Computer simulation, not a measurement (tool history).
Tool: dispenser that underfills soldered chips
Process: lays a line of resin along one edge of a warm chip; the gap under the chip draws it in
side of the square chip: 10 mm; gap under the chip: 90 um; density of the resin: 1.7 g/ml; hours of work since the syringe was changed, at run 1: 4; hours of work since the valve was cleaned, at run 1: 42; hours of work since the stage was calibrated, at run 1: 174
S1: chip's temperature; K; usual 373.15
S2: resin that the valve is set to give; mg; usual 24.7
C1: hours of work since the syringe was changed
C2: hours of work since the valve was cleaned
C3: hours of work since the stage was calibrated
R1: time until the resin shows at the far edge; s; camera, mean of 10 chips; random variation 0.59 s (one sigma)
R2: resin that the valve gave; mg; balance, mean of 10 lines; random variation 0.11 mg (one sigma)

run    day      S1    S2  C1  C2   C3    R1     R2
  1  0.000  373.15  24.7   4  42  174  59.0  23.71
  2  0.238  373.15  24.7   7  46  178  65.4  23.76
     0.271  -- new syringe of resin
  3  0.492  373.15  24.7   3  50  181  57.7  23.77
  4  0.658  373.15  24.7   6  52  184  62.6  23.66
     0.771  -- new syringe of resin
  5  0.938  373.15  24.7   3  57  188  55.8  23.67
  6  1.075  373.15  24.7   5  59  190  60.9  23.47
     1.267  -- new syringe of resin
  7  1.296  373.15  24.7   0  62  193  51.3  23.39
  8  1.500  373.15  24.7   4  65  197  56.8  23.17
  9  1.704  373.15  24.7   7  68  200  63.7  23.21
     1.758  -- new syringe of resin
 10  1.917  373.15  24.7   2  71  203  55.6  23.22
 11  2.088  373.15  24.7   5  74  205  60.7  23.14
     2.258  -- new syringe of resin
 12  2.338  363.15  24.7   1  78  209  74.7  23.09
     2.512  -- dispensing valve cleaned and set on the balance
 13  2.617  373.15  24.7   5   2  213  60.1  24.65
 14  2.733  373.15  24.7   7   3  215  64.7  24.54
     2.792  -- new syringe of resin
 15  2.929  373.15  24.7   2   6  217  55.2  24.44
 16  3.062  373.15  24.7   4   8  220  58.4  24.42
     3.292  -- new syringe of resin
 17  3.329  373.15  24.7   1  12  223  51.3  24.43
 18  3.462  373.15  24.7   3  14  226  55.2  24.46
 19  3.721  373.15  24.7   7  18  230  62.6  24.15
     3.788  -- new syringe of resin
 20  3.879  362.15  27.6   1  21  232  76.3  27.05
 21  4.138  383.15  27.6   5  25  236  44.7  26.84
     4.292  -- new syringe of resin
 22  4.296  383.15  27.6   0  27  238  38.2  26.79
 23  4.446  383.15  27.6   2  29  240  40.4  26.93
 24  4.675  383.15  27.6   6  33  244  46.3  26.87
     4.783  -- new syringe of resin
 25  4.892  383.15  27.6   2  36  247  38.9  26.78
 26  5.062  383.15  27.6   4  39  250  43.4  26.83
 27  5.246  376.15  25.9   7  41  253  58.7  24.89
     5.275  -- new syringe of resin
 28  5.429  376.15  25.9   2  44  255  49.8  24.92
 29  5.608  376.15  25.9   5  47  258  54.0  24.57
     5.775  -- new syringe of resin
 30  5.829  370.15  21.7   1  50  261  57.2  20.80
 31  5.971  370.15  21.7   3  52  263  62.7  20.76
 32  6.221  370.15  21.7   7  56  267  71.6  20.89
     6.279  -- new syringe of resin
 33  6.488  370.15  21.8   3  60  271  62.6  20.62
 34  6.721  359.15  24.7   7  64  275  96.9  23.36
     6.775  -- new syringe of resin
 35  6.912  359.15  24.7   2  66  278  85.7  23.26
 36  7.054  387.15  22.4   4  69  280  39.5  21.06
 37  7.179  361.15  27.8   6  71  282  90.3  26.19

Hidden state or all else? Some run-to-run changes of R1, split into what the settings, what came in and random variation would give without the hidden state, and what is left for the hidden state (with any gauge scatter that isn't in both results):
The hidden state here: resin's viscosity, % of fresh resin's; dose that the valve gives, % of what is set; true chip temperature over the reading, C; drift of the gauge itself on fill_s, %; drift of the gauge itself on given_mg, %.
Run 33 -> 34: S1 370.15 -> 359.15, S2 21.8 -> 24.7. R1 +34.3 s: hidden state +12.5, all else +21.8.
Run 34 -> 35: new syringe of resin. R1 -11.2 s: hidden state -11.7, all else +0.5.
Run 35 -> 36: S1 359.15 -> 387.15, S2 24.7 -> 22.4. R1 -46.2 s: hidden state -0.4, all else -45.8.
Run 36 -> 37: S1 387.15 -> 361.15, S2 22.4 -> 27.8. R1 +50.8 s: hidden state +11.2, all else +39.6.

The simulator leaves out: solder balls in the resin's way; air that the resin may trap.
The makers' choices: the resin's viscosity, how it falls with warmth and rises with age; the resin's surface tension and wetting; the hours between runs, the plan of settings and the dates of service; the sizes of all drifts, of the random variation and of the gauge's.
